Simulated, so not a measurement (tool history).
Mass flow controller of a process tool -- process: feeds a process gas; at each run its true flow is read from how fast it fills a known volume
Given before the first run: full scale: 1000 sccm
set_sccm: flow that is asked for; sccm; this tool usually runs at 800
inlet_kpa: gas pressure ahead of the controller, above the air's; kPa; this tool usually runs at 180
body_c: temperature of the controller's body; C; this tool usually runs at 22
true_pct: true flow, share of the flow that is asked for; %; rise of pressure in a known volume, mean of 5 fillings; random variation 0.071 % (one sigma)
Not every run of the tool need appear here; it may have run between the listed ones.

run	hour	set_sccm	inlet_kpa	body_c	true_pct
1	0	800	180	22	96.48
2	181.9	800	180	22	96.49
# hour 277.3: controller exchanged for a calibrated one
3	566.9	800	180	22	99.69
4	848	361	180	22	99.2
5	1024.6	361	180	26	99.3
# hour 1048.3: controller's zero set anew
6	1241.5	361	180	26	99.19
7	1540	800	180	22	99.56
# hour 1768.4: controller's zero set anew, once more
8	1784	800	180	22	99.43
9	1978.8	103	201	31	99
10	2353.8	103	201	31	99.02
11	2685.6	103	201	31	98.99
12	3082.3	839	191	35	99.68
13	3321.9	839	191	35	99.5
14	3591.3	839	153	23	99.43
15	3887.5	225	180	25	98.82
16	4094.8	225	180	25	98.55

Results per run with the tool's hidden condition removed, run-to-run variation unchanged:
Hidden conditions of the tool in this case: flow at rest that the sensor doesn't see, % of full scale; true flow over the shown one, %; drift of the gauge itself on true_pct, %.
run	true_pct
1	99.77
2	99.81
3	99.67
4	99.14
5	99.26
6	99.14
7	99.68
8	99.66
9	98.88
10	98.87
11	98.81
12	100.14
13	100
14	99.97
15	99.08
16	98.82

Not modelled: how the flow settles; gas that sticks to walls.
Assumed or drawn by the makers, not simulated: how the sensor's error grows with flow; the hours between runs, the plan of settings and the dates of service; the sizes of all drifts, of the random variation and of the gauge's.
